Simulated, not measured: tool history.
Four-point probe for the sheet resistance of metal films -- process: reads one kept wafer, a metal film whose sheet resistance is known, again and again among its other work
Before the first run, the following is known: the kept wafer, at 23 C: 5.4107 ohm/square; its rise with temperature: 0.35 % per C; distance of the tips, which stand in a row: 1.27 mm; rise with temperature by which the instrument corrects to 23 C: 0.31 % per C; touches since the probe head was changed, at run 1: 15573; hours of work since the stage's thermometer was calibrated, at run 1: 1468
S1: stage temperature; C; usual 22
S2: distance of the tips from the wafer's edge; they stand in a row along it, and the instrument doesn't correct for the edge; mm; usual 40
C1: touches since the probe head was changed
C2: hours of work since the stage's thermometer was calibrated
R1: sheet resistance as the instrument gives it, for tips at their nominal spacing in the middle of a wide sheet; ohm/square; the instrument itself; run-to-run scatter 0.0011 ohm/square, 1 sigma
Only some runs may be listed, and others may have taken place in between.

{"run": 1, "hour": 0.0, "S1": 22, "S2": 40, "C1": 15573, "C2": 1468, "R1": 5.40922}
{"run": 2, "hour": 78.8, "S1": 22, "S2": 40, "C1": 16898, "C2": 1503, "R1": 5.411933}
{"run": 3, "hour": 136.3, "S1": 22, "S2": 40, "C1": 17866, "C2": 1529, "R1": 5.411366}
{"run": 4, "hour": 199.6, "S1": 22, "S2": 40, "C1": 18932, "C2": 1558, "R1": 5.40968}
{"run": 5, "hour": 266.4, "S1": 22, "S2": 40, "C1": 20056, "C2": 1588, "R1": 5.411602}
{"run": 6, "hour": 322.5, "S1": 22, "S2": 40, "C1": 21000, "C2": 1614, "R1": 5.410577}
{"run": 7, "hour": 370.1, "S1": 22, "S2": 40, "C1": 21800, "C2": 1635, "R1": 5.409801}
{"run": 8, "hour": 446.7, "S1": 22, "S2": 8, "C1": 23090, "C2": 1670, "R1": 5.479062}
{"run": 9, "hour": 481.2, "S1": 22, "S2": 8, "C1": 23670, "C2": 1685, "R1": 5.478323}
{"run": 10, "hour": 551.0, "S1": 22, "S2": 8, "C1": 24845, "C2": 1717, "R1": 5.481338}
{"run": 11, "hour": 587.5, "S1": 29, "S2": 5, "C1": 25459, "C2": 1733, "R1": 5.604453}
{"run": 12, "hour": 653.8, "S1": 24, "S2": 38, "C1": 26575, "C2": 1763, "R1": 5.414058}
{"run": 13, "hour": 722.6, "S1": 21, "S2": 7, "C1": 27733, "C2": 1795, "R1": 5.49992}
{"run": 14, "hour": 799.8, "S1": 21, "S2": 7, "C1": 29031, "C2": 1830, "R1": 5.499422}
{"run": 15, "hour": 863.3, "S1": 24, "S2": 12, "C1": 30099, "C2": 1858, "R1": 5.443593}
{"run": 16, "hour": 940.0, "S1": 24, "S2": 63, "C1": 31392, "C2": 1893, "R1": 5.414154}
{"run": 17, "hour": 1005.9, "S1": 25, "S2": 51, "C1": 32500, "C2": 1923, "R1": 5.414598}

Predict each of these 4 candidate next runs independently; none follows another, all start after run 17:
{"run": "A", "hour": 1065.3, "S1": 21, "S2": 40, "C1": 33499, "C2": 1950, "R1": "?"}
{"run": "B", "hour": 1065.3, "S1": 25, "S2": 26, "C1": 33499, "C2": 1950, "R1": "?"}
{"run": "C", "hour": 1065.3, "S1": 22, "S2": 64, "C1": 33499, "C2": 1950, "R1": "?"}
{"run": "D", "hour": 1065.3, "S1": 32, "S2": 11, "C1": 33499, "C2": 1950, "R1": "?"}

run=A R1=5.406153
run=B R1=5.419473
run=C R1=5.407059
run=D R1=5.466261
Stripped of hidden state, with their random variation kept, the same runs would have yielded:
run=A R1=5.408379
run=B R1=5.421857
run=C R1=5.409324
run=D R1=5.468922
